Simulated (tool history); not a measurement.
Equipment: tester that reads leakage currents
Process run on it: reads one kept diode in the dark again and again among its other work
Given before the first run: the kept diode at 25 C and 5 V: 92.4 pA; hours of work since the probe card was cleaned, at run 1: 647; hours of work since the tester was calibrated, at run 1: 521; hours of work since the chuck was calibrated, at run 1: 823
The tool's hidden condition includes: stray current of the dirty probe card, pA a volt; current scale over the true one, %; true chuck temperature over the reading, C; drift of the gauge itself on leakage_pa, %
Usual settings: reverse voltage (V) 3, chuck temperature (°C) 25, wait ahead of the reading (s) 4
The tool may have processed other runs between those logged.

run,day,reverse voltage (V),chuck temperature (°C),wait ahead of the reading (s),hours of work since the probe card was cleaned,hours of work since the tester was calibrated,hours of work since the chuck was calibrated,current that the tester gives (pA)
1,0,3,25,4,647,521,823,72.85
2,5.95,3,25,4,737,611,913,72.31
# day 8.042: chuck's temperature calibrated
3,11.133,4.86,25,4,815,689,47,94.47
4,14.625,3,25,3.69,868,742,100,77.08
5,18.167,3,25,3.69,921,795,153,76.51
# day 25.475: probe card cleaned and baked
6,26.312,3,25,6.6,13,917,275,76.13
7,30.488,3,25,6.6,76,980,338,76.69
8,38.908,3,25,6.6,204,1108,466,75.86
9,45.325,3,25,6.6,301,1205,563,75.41
10,48.933,2.44,38,3.7,355,1259,618,166.75
11,55.383,3.85,60,0.98,453,1357,715,773.7
12,60.838,3.66,44,4.41,536,1440,798,286.63
# day 62.767: probe card cleaned and baked, once more
13,67.525,13.29,57,2.04,72,1539,897,1037.2
# day 70.954: chuck's temperature calibrated
14,74.438,13.29,57,2.04,176,1643,53,1118.92
15,80.496,13.29,57,2.04,267,1734,145,1111.01
16,84.492,18.2,25,1.37,328,1795,205,161.61
17,88.071,18.2,25,1.37,382,1849,259,162.68

What if the next run were any one of these 4? Each begins from the tool's condition after run 17:
A,95.596,1.05,29,0.52,496,1963,373,?
B,95.596,2.92,25,0.65,496,1963,373,?
C,95.596,8.54,26,0.35,496,1963,373,?
D,95.596,1.46,29,1.38,496,1963,373,?

run,current that the tester gives (pA)
A,67.51
B,76.74
C,131.07
D,75.72
What these runs would have given with no unlogged condition in the tool:
run,current that the tester gives (pA)
A,67.53
B,76.32
C,129.31
D,75.68
